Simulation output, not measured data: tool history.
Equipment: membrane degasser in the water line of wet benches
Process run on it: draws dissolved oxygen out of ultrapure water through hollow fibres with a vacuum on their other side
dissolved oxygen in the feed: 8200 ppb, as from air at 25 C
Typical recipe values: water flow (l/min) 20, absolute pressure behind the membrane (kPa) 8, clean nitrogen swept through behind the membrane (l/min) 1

| run | day | water flow (l/min) | absolute pressure behind the membrane (kPa) | clean nitrogen swept through behind the membrane (l/min) | dissolved oxygen in the water behind the degasser (ppb) | pressure that the water loses in the fibres (kPa) |
|---|---|---|---|---|---|---|
| 1 | 0 | 20 | 8 | 1 | 229.5 | 66.97 |
| 2 | 1.758 | 20 | 8 | 1 | 230.9 | 66.88 |
| 3 | 3.617 | 20 | 8 | 1 | 230.9 | 67.16 |
| 4 | 5.925 | 20 | 8 | 1 | 229.1 | 67.17 |
| 5 | 7.492 | 20 | 8 | 1 | 229.5 | 67.68 |
| 6 | 9.608 | 20 | 12.04 | 1 | 399.6 | 67.14 |
| 7 | 11.25 | 16 | 9.42 | 0.62 | 353 | 53.95 |
| 8 | 13.171 | 15 | 5.69 | 1 | 99.5 | 50.3 |
| 9 | 15.546 | 15 | 5.69 | 1 | 98.5 | 50.05 |
| 10 | 16.992 | 15 | 5.69 | 1 | 99.6 | 50.42 |

What if the next run were any one of these 4? Each begins from the tool's condition after run 10:
| A | 19.542 | 23 | 6.76 | 0.49 | ? | ? |
| B | 19.542 | 15 | 5.69 | 2.72 | ? | ? |
| C | 19.542 | 29 | 17.99 | 0.56 | ? | ? |
| D | 19.542 | 16 | 15.77 | 0.53 | ? | ? |

| run | dissolved oxygen in the water behind the degasser (ppb) | pressure that the water loses in the fibres (kPa) |
|---|---|---|
| A | 352.2 | 77.07 |
| B | 41.7 | 50.07 |
| C | 1319.6 | 97.31 |
| D | 761 | 53.98 |
Take away the tool's hidden state, keep each run's random variation, and the runs would have read:
| run | dissolved oxygen in the water behind the degasser (ppb) | pressure that the water loses in the fibres (kPa) |
|---|---|---|
| A | 328 | 76.51 |
| B | 37.6 | 49.71 |
| C | 1298 | 96.6 |
| D | 744.7 | 53.59 |
